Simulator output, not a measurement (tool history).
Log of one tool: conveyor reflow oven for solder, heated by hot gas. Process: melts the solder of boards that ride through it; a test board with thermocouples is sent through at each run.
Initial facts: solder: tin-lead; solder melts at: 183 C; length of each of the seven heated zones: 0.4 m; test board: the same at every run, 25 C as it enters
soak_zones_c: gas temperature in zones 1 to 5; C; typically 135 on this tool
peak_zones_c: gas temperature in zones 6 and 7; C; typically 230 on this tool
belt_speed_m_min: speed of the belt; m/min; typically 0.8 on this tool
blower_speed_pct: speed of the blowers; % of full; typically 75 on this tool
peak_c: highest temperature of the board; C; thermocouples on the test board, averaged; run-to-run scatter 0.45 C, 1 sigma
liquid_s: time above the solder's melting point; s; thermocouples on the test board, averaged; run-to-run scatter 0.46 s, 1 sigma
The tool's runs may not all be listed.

run    hour  soak_zones_c  peak_zones_c  belt_speed_m_min  blower_speed_pct  peak_c  liquid_s
  1       0           135           230               0.8                75   211.7      39.9
  2    76.9           135           230               0.8                75   211.6      39.5
  3   172.7           135           230               0.8                56   205.4      34.4
  4   232.1           125           230               0.8                56   202.6      28.6
      247.5  -- flux residue cleaned out of gas plates and filters
  5   328.5           135           230               0.8                75     213      42.9
  6   397.6           135           230               0.8                75   212.7      41.8
  7   451.3           135           230               0.8                85   214.4      43.4
  8   521.5           135           230               0.8                85   214.1      43.3
      557.3  -- thermocouples of zones 6 and 7 changed
  9     585           135           230               0.8                85   213.8        44
 10   682.3           135           230               0.8                75   211.6      40.7
 11   733.5           135           230               0.8                75   211.5      40.3
 12   791.8           135           230               0.8                75   211.1      40.3
 13   866.2           135           226               0.8                75   206.6      37.3
      934.4  -- flux residue cleaned out of gas plates and filters
 14   937.7           135           226               0.8                75   209.9      41.8
 15  1006.1           135           226               0.8                75     210      40.6
     1039.5  -- belt drive overhauled, speed set with a stopwatch
 16  1106.4           135           231               0.8                75   212.5      41.1
 17  1175.1           135           231               0.8                75   212.2      41.3
 18  1242.9           135           231               0.8                75   212.3        41
 19  1325.2           135           231               0.8                75   210.9      39.6
 20  1397.4           135           231               0.8                75     210      40.1
 21  1447.7           126           242             0.816                76   217.8      40.8
 22  1505.2           135           229             0.661                63   211.7      50.4
 23  1563.5           135           226               0.8                61     203      30.1
     1618.7  -- flux residue cleaned out of gas plates and filters
 24  1634.7           135           226               0.8                61   206.1      35.6
 25  1683.4           135           226               0.8                61   205.4        35
     1721.7  -- thermocouples of zones 6 and 7 changed
 26  1760.2           135           238             0.798                61   217.5      44.6
 27  1850.8           135           238             0.798                61   216.6      43.1
 28  1925.3           135           238             0.798                61   215.9      43.3
 29  1975.2           135           239             0.758                51   215.5      44.9

A few steps of peak_c between consecutive runs. Split each: what settings, incoming material and random variation would produce without the hidden state, and what is left over for the hidden state, along with gauge scatter present in only one of the two compared results (measured, and without hidden state):
The hidden state here: heat that the gas passes to the board, % of a clean oven's; belt's true speed, % of the reading; true gas temperature in zones 6 and 7 over the reading, C; drift of the gauge itself on peak_c, C; drift of the gauge itself on liquid_s, %.
Run 4 -> 5: soak_zones_c 125 -> 135, blower_speed_pct 56 -> 75, flux residue cleaned out of gas plates and filters. peak_c +10.4 C: hidden state +3.5, all else +6.9.
Run 13 -> 14: flux residue cleaned out of gas plates and filters. peak_c +3.3 C: hidden state +3.7, all else -0.4.
Run 25 -> 26: peak_zones_c 226 -> 238, belt_speed_m_min 0.8 -> 0.798, thermocouples of zones 6 and 7 changed. peak_c +12.1 C: hidden state +1.5, all else +10.6.
